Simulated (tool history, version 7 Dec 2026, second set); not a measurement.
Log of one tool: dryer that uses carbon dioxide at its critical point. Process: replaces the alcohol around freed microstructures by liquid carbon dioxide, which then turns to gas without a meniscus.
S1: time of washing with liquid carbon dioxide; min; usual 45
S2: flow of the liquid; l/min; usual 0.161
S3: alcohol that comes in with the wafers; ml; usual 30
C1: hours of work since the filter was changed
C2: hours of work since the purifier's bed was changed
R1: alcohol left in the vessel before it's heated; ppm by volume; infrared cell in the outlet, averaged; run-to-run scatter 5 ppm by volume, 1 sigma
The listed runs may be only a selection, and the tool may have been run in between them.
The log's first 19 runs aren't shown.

| run | day | S1 | S2 | S3 | C1 | C2 | R1 |
|---|---|---|---|---|---|---|---|
| 20 | 35.679 | 45 | 0.161 | 27 | 146 | 952 | 101 |
| 21 | 36.900 | 45 | 0.229 | 81 | 159 | 964 | 77 |
| 22 | 38.438 | 45 | 0.229 | 81 | 174 | 980 | 73 |
| 23 | 40.058 | 45 | 0.229 | 81 | 190 | 996 | 70 |
|  | 42.392 | inlet filter changed |
| 24 | 42.571 | 58 | 0.249 | 26 | 2 | 1021 | 70 |
| 25 | 44.925 | 58 | 0.249 | 26 | 26 | 1045 | 66 |
| 26 | 47.175 | 58 | 0.195 | 52 | 48 | 1068 | 66 |
| 27 | 48.562 | 45 | 0.171 | 36 | 62 | 1082 | 103 |
| 28 | 50.646 | 39 | 0.161 | 44 | 83 | 1103 | 208 |
| 29 | 52.304 | 39 | 0.161 | 44 | 100 | 1120 | 219 |
| 30 | 54.096 | 39 | 0.161 | 32 | 118 | 1138 | 180 |
| 31 | 56.642 | 39 | 0.161 | 32 | 144 | 1163 | 212 |
| 32 | 57.788 | 47 | 0.100 | 28 | 156 | 1175 | 526 |
| 33 | 59.217 | 33 | 0.101 | 30 | 170 | 1189 | 1721 |
| 34 | 61.704 | 37 | 0.210 | 48 | 195 | 1215 | 137 |
|  | 63.583 | inlet filter changed |
| 35 | 63.662 | 37 | 0.188 | 48 | 1 | 1234 | 136 |

5 ways to go on from here, each from the tool as it stands after run 35. What would each give?
| A | 65.704 | 56 | 0.128 | 48 | 21 | 1255 | ? |
| B | 65.704 | 47 | 0.127 | 48 | 21 | 1255 | ? |
| C | 65.704 | 33 | 0.161 | 30 | 21 | 1255 | ? |
| D | 65.704 | 47 | 0.099 | 23 | 21 | 1255 | ? |
| E | 65.704 | 32 | 0.166 | 88 | 21 | 1255 | ? |

| run | R1 |
|---|---|
| A | 127 |
| B | 251 |
| C | 273 |
| D | 345 |
| E | 654 |
Had the tool no hidden state, the same runs would have come out as:
| run | R1 |
|---|---|
| A | 50 |
| B | 164 |
| C | 186 |
| D | 257 |
| E | 540 |
